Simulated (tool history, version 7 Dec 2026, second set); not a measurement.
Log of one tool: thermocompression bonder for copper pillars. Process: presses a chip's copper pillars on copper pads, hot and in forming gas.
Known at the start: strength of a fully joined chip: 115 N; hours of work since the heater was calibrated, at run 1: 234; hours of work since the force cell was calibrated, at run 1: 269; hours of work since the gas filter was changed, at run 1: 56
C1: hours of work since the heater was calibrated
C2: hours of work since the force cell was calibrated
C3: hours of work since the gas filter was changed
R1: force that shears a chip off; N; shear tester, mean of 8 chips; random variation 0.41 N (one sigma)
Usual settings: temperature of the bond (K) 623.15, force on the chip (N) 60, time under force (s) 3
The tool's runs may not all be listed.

{"run": 1, "hour": 0.0, "temperature of the bond (K)": 623.15, "force on the chip (N)": 60, "time under force (s)": 3, "C1": 234, "C2": 269, "C3": 56, "R1": 41.1}
{"run": 2, "hour": 12.7, "temperature of the bond (K)": 623.15, "force on the chip (N)": 60, "time under force (s)": 3, "C1": 240, "C2": 275, "C3": 62, "R1": 41.1}
{"run": 3, "hour": 25.6, "temperature of the bond (K)": 623.15, "force on the chip (N)": 60, "time under force (s)": 3, "C1": 246, "C2": 281, "C3": 68, "R1": 40.9}
{"run": 4, "hour": 35.0, "temperature of the bond (K)": 623.15, "force on the chip (N)": 60, "time under force (s)": 3, "C1": 250, "C2": 285, "C3": 72, "R1": 41.4}
{"run": 5, "hour": 48.8, "temperature of the bond (K)": 623.15, "force on the chip (N)": 60, "time under force (s)": 3, "C1": 257, "C2": 292, "C3": 79, "R1": 42.3}
{"run": 6, "hour": 63.5, "temperature of the bond (K)": 623.15, "force on the chip (N)": 82, "time under force (s)": 3, "C1": 264, "C2": 299, "C3": 86, "R1": 49.2}
{"run": 7, "hour": 74.6, "temperature of the bond (K)": 623.15, "force on the chip (N)": 82, "time under force (s)": 3, "C1": 269, "C2": 304, "C3": 91, "R1": 50.1}
{"run": 8, "hour": 83.1, "temperature of the bond (K)": 623.15, "force on the chip (N)": 43, "time under force (s)": 3, "C1": 273, "C2": 308, "C3": 95, "R1": 33.5}
{"run": 9, "hour": 97.2, "temperature of the bond (K)": 623.15, "force on the chip (N)": 43, "time under force (s)": 3, "C1": 280, "C2": 314, "C3": 101, "R1": 33.2}
{"run": 10, "hour": 111.8, "temperature of the bond (K)": 623.15, "force on the chip (N)": 43, "time under force (s)": 3, "C1": 287, "C2": 321, "C3": 108, "R1": 33.4}
{"run": 11, "hour": 117.9, "temperature of the bond (K)": 623.15, "force on the chip (N)": 43, "time under force (s)": 3, "C1": 289, "C2": 324, "C3": 111, "R1": 33.7}
{"run": 12, "hour": 128.0, "temperature of the bond (K)": 623.15, "force on the chip (N)": 60, "time under force (s)": 4, "C1": 294, "C2": 329, "C3": 116, "R1": 46}
{"run": 13, "hour": 137.1, "temperature of the bond (K)": 623.15, "force on the chip (N)": 74, "time under force (s)": 3, "C1": 298, "C2": 333, "C3": 120, "R1": 47.5}
{"run": 14, "hour": 147.8, "temperature of the bond (K)": 623.15, "force on the chip (N)": 74, "time under force (s)": 5, "C1": 303, "C2": 338, "C3": 125, "R1": 56.8}
{"run": 15, "hour": 162.0, "temperature of the bond (K)": 623.15, "force on the chip (N)": 74, "time under force (s)": 5, "C1": 310, "C2": 345, "C3": 132, "R1": 55.6}
{"run": 16, "hour": 176.6, "temperature of the bond (K)": 623.15, "force on the chip (N)": 74, "time under force (s)": 5, "C1": 317, "C2": 352, "C3": 139, "R1": 57.2}
{"run": 17, "hour": 183.0, "temperature of the bond (K)": 623.15, "force on the chip (N)": 60, "time under force (s)": 3, "C1": 320, "C2": 355, "C3": 142, "R1": 41.2}
{"run": 18, "hour": 193.8, "temperature of the bond (K)": 623.15, "force on the chip (N)": 60, "time under force (s)": 3, "C1": 325, "C2": 360, "C3": 147, "R1": 41.8}
{"run": 19, "hour": 200.5, "temperature of the bond (K)": 623.15, "force on the chip (N)": 60, "time under force (s)": 3, "C1": 328, "C2": 363, "C3": 150, "R1": 41.3}
{"run": 20, "hour": 212.9, "temperature of the bond (K)": 623.15, "force on the chip (N)": 60, "time under force (s)": 3, "C1": 334, "C2": 369, "C3": 156, "R1": 41.9}
{"hour": 223.1, "done": "forming gas filter changed"}
{"run": 21, "hour": 228.0, "temperature of the bond (K)": 623.15, "force on the chip (N)": 60, "time under force (s)": 3, "C1": 341, "C2": 376, "C3": 2, "R1": 41.4}
{"run": 22, "hour": 236.1, "temperature of the bond (K)": 625.15, "force on the chip (N)": 65, "time under force (s)": 2, "C1": 345, "C2": 380, "C3": 6, "R1": 37.3}
{"run": 23, "hour": 246.3, "temperature of the bond (K)": 643.15, "force on the chip (N)": 60, "time under force (s)": 2, "C1": 350, "C2": 385, "C3": 11, "R1": 41.9}
{"run": 24, "hour": 257.1, "temperature of the bond (K)": 623.15, "force on the chip (N)": 40, "time under force (s)": 3, "C1": 355, "C2": 390, "C3": 16, "R1": 32}
{"run": 25, "hour": 265.7, "temperature of the bond (K)": 626.15, "force on the chip (N)": 60, "time under force (s)": 3, "C1": 359, "C2": 394, "C3": 20, "R1": 42.2}
{"run": 26, "hour": 276.0, "temperature of the bond (K)": 647.15, "force on the chip (N)": 47, "time under force (s)": 3, "C1": 364, "C2": 399, "C3": 25, "R1": 43.3}
{"run": 27, "hour": 289.8, "temperature of the bond (K)": 614.15, "force on the chip (N)": 73, "time under force (s)": 4, "C1": 370, "C2": 405, "C3": 31, "R1": 48.7}
{"run": 28, "hour": 303.6, "temperature of the bond (K)": 648.15, "force on the chip (N)": 65, "time under force (s)": 4, "C1": 377, "C2": 412, "C3": 38, "R1": 57.2}
{"run": 29, "hour": 311.1, "temperature of the bond (K)": 635.15, "force on the chip (N)": 49, "time under force (s)": 4, "C1": 380, "C2": 415, "C3": 42, "R1": 45.1}
{"run": 30, "hour": 321.3, "temperature of the bond (K)": 627.15, "force on the chip (N)": 49, "time under force (s)": 3, "C1": 385, "C2": 420, "C3": 46, "R1": 38.3}
{"run": 31, "hour": 333.8, "temperature of the bond (K)": 640.15, "force on the chip (N)": 49, "time under force (s)": 3, "C1": 391, "C2": 426, "C3": 52, "R1": 41.6}
{"run": 32, "hour": 348.0, "temperature of the bond (K)": 640.15, "force on the chip (N)": 49, "time under force (s)": 3, "C1": 398, "C2": 433, "C3": 59, "R1": 41.2}
{"run": 33, "hour": 355.2, "temperature of the bond (K)": 640.15, "force on the chip (N)": 49, "time under force (s)": 3, "C1": 401, "C2": 436, "C3": 62, "R1": 42.3}
{"run": 34, "hour": 366.8, "temperature of the bond (K)": 623.15, "force on the chip (N)": 50, "time under force (s)": 2, "C1": 407, "C2": 442, "C3": 68, "R1": 31.7}
{"run": 35, "hour": 379.6, "temperature of the bond (K)": 623.15, "force on the chip (N)": 70, "time under force (s)": 3, "C1": 413, "C2": 448, "C3": 74, "R1": 46.2}
{"run": 36, "hour": 391.2, "temperature of the bond (K)": 632.15, "force on the chip (N)": 49, "time under force (s)": 2, "C1": 418, "C2": 453, "C3": 79, "R1": 33}
{"run": 37, "hour": 397.3, "temperature of the bond (K)": 623.15, "force on the chip (N)": 49, "time under force (s)": 5, "C1": 421, "C2": 456, "C3": 82, "R1": 45}
{"run": 38, "hour": 403.7, "temperature of the bond (K)": 599.15, "force on the chip (N)": 87, "time under force (s)": 2, "C1": 424, "C2": 459, "C3": 85, "R1": 36.1}
{"run": 39, "hour": 418.1, "temperature of the bond (K)": 599.15, "force on the chip (N)": 87, "time under force (s)": 2, "C1": 431, "C2": 466, "C3": 92, "R1": 36.4}
{"run": 40, "hour": 430.9, "temperature of the bond (K)": 623.15, "force on the chip (N)": 62, "time under force (s)": 3, "C1": 437, "C2": 472, "C3": 98, "R1": 42.3}

Hidden state at the last listed run before each entry between runs and at the first one after, where it differs:
Between runs 20 and 21: forming gas filter changed (hour 223.1)
  oxide that the forming gas leaves, % of the face: 0.91 -> 0.51

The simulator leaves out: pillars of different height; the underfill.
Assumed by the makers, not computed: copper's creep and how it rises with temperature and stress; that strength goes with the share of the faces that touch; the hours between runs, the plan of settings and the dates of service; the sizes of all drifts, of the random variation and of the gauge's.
